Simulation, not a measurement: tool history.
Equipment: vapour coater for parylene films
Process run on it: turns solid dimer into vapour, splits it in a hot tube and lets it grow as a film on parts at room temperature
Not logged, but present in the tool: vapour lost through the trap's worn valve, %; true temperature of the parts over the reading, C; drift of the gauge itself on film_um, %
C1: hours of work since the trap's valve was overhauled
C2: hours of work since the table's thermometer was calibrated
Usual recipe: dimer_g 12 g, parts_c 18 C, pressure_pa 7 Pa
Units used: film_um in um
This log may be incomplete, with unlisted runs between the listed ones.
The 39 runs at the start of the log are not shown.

run 40 hour=859.5 | dimer_g=12 parts_c=13 pressure_pa=3.87 | C1=106 C2=703 | film_um=2.3
run 41 hour=880.8 | dimer_g=7 parts_c=24 pressure_pa=2.53 | C1=117 C2=714 | film_um=0.87
run 42 hour=900.3 | dimer_g=7 parts_c=21 pressure_pa=5.27 | C1=127 C2=725 | film_um=0.88
run 43 hour=928.2 | dimer_g=7 parts_c=21 pressure_pa=5.27 | C1=142 C2=739 | film_um=0.87
run 44 hour=943.9 | dimer_g=7 parts_c=21 pressure_pa=5.27 | C1=150 C2=748 | film_um=0.86
run 45 hour=962 | dimer_g=20 parts_c=12 pressure_pa=11.92 | C1=160 C2=757 | film_um=3.26
run 46 hour=980.9 | dimer_g=20 parts_c=12 pressure_pa=11.92 | C1=170 C2=767 | film_um=3.29
run 47 hour=1005 | dimer_g=17 parts_c=28 pressure_pa=4.76 | C1=182 C2=780 | film_um=1.53

Branching from run 47: 3 alternative next runs. What would each branch give?
run A hour=1020.6 | dimer_g=8 parts_c=18 pressure_pa=3.27 | C1=191 C2=788 | film_um=?
run B hour=1020.6 | dimer_g=7 parts_c=28 pressure_pa=2.2 | C1=191 C2=788 | film_um=?
run C hour=1020.6 | dimer_g=18 parts_c=18 pressure_pa=3.42 | C1=191 C2=788 | film_um=?

run=A film_um=1.24
run=B film_um=0.72
run=C film_um=2.75
Without the tool's hidden state the same runs would have given:
run=A film_um=1.29
run=B film_um=0.75
run=C film_um=2.86
